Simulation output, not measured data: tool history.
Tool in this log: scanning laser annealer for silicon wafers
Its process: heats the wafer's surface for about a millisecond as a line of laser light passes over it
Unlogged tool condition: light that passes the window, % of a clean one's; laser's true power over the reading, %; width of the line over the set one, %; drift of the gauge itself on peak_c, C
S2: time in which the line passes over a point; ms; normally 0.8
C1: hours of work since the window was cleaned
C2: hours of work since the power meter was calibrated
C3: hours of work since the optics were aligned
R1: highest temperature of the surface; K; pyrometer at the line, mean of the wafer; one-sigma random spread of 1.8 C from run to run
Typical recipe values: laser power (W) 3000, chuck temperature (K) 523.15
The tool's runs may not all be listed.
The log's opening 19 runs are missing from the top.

run 20 hour=483.7 | laser_power_(W)=2676 S2=0.8 chuck_temperature_(K)=523.15 | C1=287 C2=672 C3=781 | R1=1194.15
run 21 hour=517.5 | laser_power_(W)=3284 S2=0.8 chuck_temperature_(K)=523.15 | C1=302 C2=687 C3=796 | R1=1342.15
run 22 hour=551.7 | laser_power_(W)=3284 S2=0.8 chuck_temperature_(K)=523.15 | C1=316 C2=702 C3=811 | R1=1338.15
run 23 hour=577.4 | laser_power_(W)=2814 S2=0.649 chuck_temperature_(K)=490.15 | C1=328 C2=713 C3=822 | R1=1116.15
run 24 hour=600.8 | laser_power_(W)=3154 S2=0.684 chuck_temperature_(K)=523.15 | C1=338 C2=723 C3=832 | R1=1240.15
run 25 hour=636.5 | laser_power_(W)=3154 S2=0.684 chuck_temperature_(K)=523.15 | C1=353 C2=739 C3=848 | R1=1243.15
run 26 hour=667.5 | laser_power_(W)=2915 S2=0.722 chuck_temperature_(K)=541.15 | C1=367 C2=753 C3=861 | R1=1223.15
run 27 hour=698.5 | laser_power_(W)=3194 S2=0.722 chuck_temperature_(K)=483.15 | C1=380 C2=766 C3=875 | R1=1228.15
run 28 hour=726.3 | laser_power_(W)=2886 S2=0.8 chuck_temperature_(K)=490.15 | C1=392 C2=778 C3=887 | R1=1207.15
run 29 hour=762.8 | laser_power_(W)=2886 S2=0.8 chuck_temperature_(K)=490.15 | C1=408 C2=794 C3=903 | R1=1205.15
run 30 hour=791.9 | laser_power_(W)=2886 S2=0.8 chuck_temperature_(K)=490.15 | C1=421 C2=807 C3=916 | R1=1204.15
run 31 hour=813.6 | laser_power_(W)=3160 S2=0.985 chuck_temperature_(K)=541.15 | C1=430 C2=816 C3=925 | R1=1421.15
run 32 hour=839.3 | laser_power_(W)=3108 S2=0.757 chuck_temperature_(K)=523.15 | C1=442 C2=827 C3=936 | R1=1269.15
run 33 hour=868.2 | laser_power_(W)=2793 S2=0.757 chuck_temperature_(K)=563.15 | C1=454 C2=840 C3=949 | R1=1229.15
run 34 hour=889 | laser_power_(W)=2793 S2=0.905 chuck_temperature_(K)=524.15 | C1=463 C2=849 C3=958 | R1=1261.15
run 35 hour=923.5 | laser_power_(W)=2793 S2=0.905 chuck_temperature_(K)=524.15 | C1=478 C2=864 C3=973 | R1=1261.15
run 36 hour=940.5 | laser_power_(W)=2595 S2=0.806 chuck_temperature_(K)=521.15 | C1=486 C2=871 C3=980 | R1=1164.15
run 37 hour=958.6 | laser_power_(W)=2845 S2=0.857 chuck_temperature_(K)=558.15 | C1=493 C2=879 C3=988 | R1=1287.15
run 38 hour=978.2 | laser_power_(W)=2866 S2=0.742 chuck_temperature_(K)=556.15 | C1=502 C2=888 C3=997 | R1=1232.15
run 39 hour=995.9 | laser_power_(W)=2866 S2=0.742 chuck_temperature_(K)=556.15 | C1=510 C2=895 C3=1004 | R1=1231.15

3 options for the next run, each taken on its own from the tool as it stands now. Forecast them:
run A hour=1019.3 | laser_power_(W)=2866 S2=0.683 chuck_temperature_(K)=542.15 | C1=520 C2=906 C3=1015 | R1=?
run B hour=1019.3 | laser_power_(W)=2584 S2=0.8 chuck_temperature_(K)=484.15 | C1=520 C2=906 C3=1015 | R1=?
run C hour=1019.3 | laser_power_(W)=3000 S2=0.586 chuck_temperature_(K)=529.15 | C1=520 C2=906 C3=1015 | R1=?

run=A R1=1188.15
run=B R1=1117.15
run=C R1=1145.15
Take away the tool's hidden state, keep each run's random variation, and the runs would have read:
run=A R1=1224.15
run=B R1=1153.15
run=C R1=1180.15
